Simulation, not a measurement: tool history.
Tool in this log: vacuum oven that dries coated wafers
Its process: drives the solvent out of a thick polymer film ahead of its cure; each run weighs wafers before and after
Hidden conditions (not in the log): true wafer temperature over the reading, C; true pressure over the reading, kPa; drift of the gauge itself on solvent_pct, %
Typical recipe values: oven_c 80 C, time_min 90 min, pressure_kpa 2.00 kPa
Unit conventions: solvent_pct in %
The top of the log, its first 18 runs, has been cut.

| run | hour | oven_c | time_min | pressure_kpa | hours of work since the thermocouples were calibrated | hours of work since the vacuum gauge was cleaned of residue | solvent_pct |
|---|---|---|---|---|---|---|---|
| 19 | 449.1 | 80 | 90 | 2.00 | 34 | 600 | 4.88 |
| 20 | 476.8 | 76 | 90 | 2.00 | 50 | 617 | 6.17 |
| 21 | 498.4 | 76 | 90 | 2.00 | 63 | 630 | 6.17 |
| 22 | 528.7 | 80 | 90 | 4.15 | 81 | 648 | 5.51 |
| 23 | 550.9 | 80 | 90 | 1.80 | 95 | 661 | 4.85 |
| 24 | 564.7 | 80 | 90 | 1.80 | 103 | 669 | 4.85 |
| 25 | 589.6 | 80 | 90 | 1.80 | 118 | 684 | 4.83 |
| 26 | 612.0 | 95 | 83 | 6.44 | 131 | 697 | 2.53 |
| 27 | 631.1 | 68 | 151 | 2.00 | 143 | 709 | 5.76 |
| 28 | 656.5 | 68 | 151 | 1.39 | 158 | 724 | 5.47 |
| 29 | 673.3 | 68 | 151 | 1.39 | 168 | 734 | 5.47 |
| 30 | 704.6 | 68 | 151 | 1.39 | 186 | 753 | 5.48 |
| 31 | 726.8 | 68 | 151 | 1.39 | 200 | 766 | 5.49 |

What will run 32 give?
| 32 | 757.5 | 68 | 151 | 1.39 | 218 | 784 | ? |

{"run 32": {"solvent_pct": 5.47}}
Minus the tool's unlogged condition, the same run would have read solvent_pct 5.46 %.
